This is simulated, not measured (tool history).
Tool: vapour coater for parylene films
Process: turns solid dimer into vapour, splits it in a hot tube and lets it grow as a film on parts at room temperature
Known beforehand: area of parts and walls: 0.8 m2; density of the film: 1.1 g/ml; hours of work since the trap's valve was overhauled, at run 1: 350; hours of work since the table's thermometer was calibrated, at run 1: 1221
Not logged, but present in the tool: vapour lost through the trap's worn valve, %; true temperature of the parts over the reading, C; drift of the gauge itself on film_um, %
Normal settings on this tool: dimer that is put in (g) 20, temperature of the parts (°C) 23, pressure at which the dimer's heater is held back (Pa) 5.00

| run | day | dimer that is put in (g) | temperature of the parts (°C) | pressure at which the dimer's heater is held back (Pa) | hours of work since the trap's valve was overhauled | hours of work since the table's thermometer was calibrated | thickness of the film (nm) |
|---|---|---|---|---|---|---|---|
| 1 | 0.000 | 20 | 23 | 5.00 | 350 | 1221 | 13150 |
| 2 | 1.617 | 20 | 23 | 5.00 | 373 | 1245 | 13250 |
| 3 | 5.046 | 20 | 23 | 5.00 | 423 | 1295 | 12840 |
| 4 | 6.617 | 20 | 23 | 5.00 | 446 | 1318 | 12810 |
|  | 9.988 | trap's valve overhauled |
| 5 | 10.329 | 20 | 23 | 5.00 | 5 | 1369 | 13990 |
| 6 | 12.842 | 20 | 23 | 2.30 | 42 | 1406 | 15450 |
| 7 | 16.092 | 20 | 23 | 5.00 | 89 | 1453 | 13520 |
| 8 | 17.825 | 20 | 23 | 5.00 | 114 | 1479 | 13520 |
| 9 | 20.625 | 20 | 23 | 2.11 | 155 | 1519 | 15300 |
| 10 | 24.138 | 19 | 23 | 5.00 | 206 | 1571 | 12600 |
| 11 | 27.158 | 19 | 23 | 5.00 | 250 | 1615 | 12570 |
| 12 | 28.642 | 17 | 23 | 5.00 | 272 | 1636 | 11210 |
| 13 | 31.092 | 17 | 23 | 5.00 | 307 | 1672 | 11120 |
| 14 | 33.042 | 17 | 23 | 5.00 | 336 | 1700 | 11110 |
| 15 | 35.408 | 17 | 23 | 5.00 | 370 | 1735 | 11210 |
|  | 35.646 | table's thermometer calibrated |
| 16 | 37.225 | 17 | 23 | 5.00 | 396 | 23 | 10790 |
| 17 | 39.425 | 20 | 23 | 5.00 | 428 | 55 | 12710 |
| 18 | 42.504 | 20 | 23 | 5.00 | 473 | 100 | 12590 |
|  | 44.183 | trap's valve overhauled |
| 19 | 45.038 | 20 | 19 | 5.00 | 12 | 134 | 15140 |
| 20 | 48.125 | 20 | 23 | 4.05 | 57 | 179 | 13750 |
| 21 | 51.654 | 20 | 23 | 4.05 | 109 | 231 | 13910 |
| 22 | 53.654 | 20 | 23 | 4.05 | 138 | 260 | 13840 |
|  | 55.575 | table's thermometer calibrated, once more |
| 23 | 57.079 | 20 | 23 | 8.08 | 187 | 22 | 12920 |
| 24 | 58.512 | 11 | 24 | 3.40 | 208 | 43 | 7740 |
| 25 | 60.254 | 13 | 30 | 2.25 | 233 | 68 | 8390 |
| 26 | 63.088 | 15 | 23 | 6.00 | 275 | 109 | 9780 |
| 27 | 66.346 | 20 | 23 | 2.56 | 322 | 157 | 14750 |
| 28 | 68.683 | 14 | 23 | 9.92 | 356 | 191 | 8420 |
| 29 | 71.771 | 11 | 23 | 9.92 | 401 | 236 | 6520 |
| 30 | 73.888 | 16 | 23 | 2.04 | 432 | 267 | 11900 |
| 31 | 77.196 | 10 | 16 | 2.07 | 480 | 315 | 8770 |
|  | 78.300 | trap's valve overhauled |
| 32 | 79.571 | 12 | 30 | 4.22 | 18 | 347 | 7210 |
| 33 | 82.696 | 20 | 16 | 3.44 | 64 | 393 | 17520 |
| 34 | 84.283 | 20 | 16 | 3.44 | 87 | 416 | 17740 |
| 35 | 87.188 | 14 | 23 | 6.62 | 129 | 458 | 9170 |
| 36 | 90.342 | 14 | 16 | 6.62 | 175 | 504 | 10960 |
| 37 | 91.917 | 15 | 27 | 6.50 | 198 | 527 | 8750 |
| 38 | 94.079 | 8 | 22 | 5.00 | 230 | 558 | 5490 |
| 39 | 96.783 | 23 | 23 | 3.69 | 269 | 598 | 15990 |
| 40 | 99.800 | 32 | 16 | 4.02 | 313 | 642 | 25720 |
| 41 | 101.642 | 29 | 23 | 5.00 | 340 | 668 | 19040 |
| 42 | 103.946 | 20 | 17 | 5.00 | 373 | 702 | 15270 |
| 43 | 107.058 | 20 | 17 | 6.95 | 419 | 747 | 14290 |
| 44 | 108.979 | 20 | 17 | 6.95 | 447 | 775 | 14350 |
| 45 | 110.621 | 20 | 17 | 2.72 | 471 | 799 | 16270 |
|  | 112.421 | trap's valve overhauled |
| 46 | 113.592 | 20 | 17 | 2.72 | 17 | 840 | 18040 |

Results per run with the tool's hidden condition removed, run-to-run variation unchanged:
| run | thickness of the film (nm) |
|---|---|
| 1 | 14240 |
| 2 | 14410 |
| 3 | 14110 |
| 4 | 14130 |
| 5 | 14310 |
| 6 | 15910 |
| 7 | 14060 |
| 8 | 14130 |
| 9 | 16100 |
| 10 | 13390 |
| 11 | 13480 |
| 12 | 12060 |
| 13 | 12040 |
| 14 | 12100 |
| 15 | 12290 |
| 16 | 12040 |
| 17 | 14280 |
| 18 | 14270 |
| 19 | 15710 |
| 20 | 14390 |
| 21 | 14710 |
| 22 | 14720 |
| 23 | 13400 |
| 24 | 8060 |
| 25 | 8780 |
| 26 | 10310 |
| 27 | 15690 |
| 28 | 9020 |
| 29 | 7040 |
| 30 | 12940 |
| 31 | 9630 |
| 32 | 7310 |
| 33 | 17920 |
| 34 | 18230 |
| 35 | 9500 |
| 36 | 11450 |
| 37 | 9190 |
| 38 | 5800 |
| 39 | 17020 |
| 40 | 27620 |
| 41 | 20550 |
| 42 | 16600 |
| 43 | 15670 |
| 44 | 15830 |
| 45 | 18020 |
| 46 | 18320 |
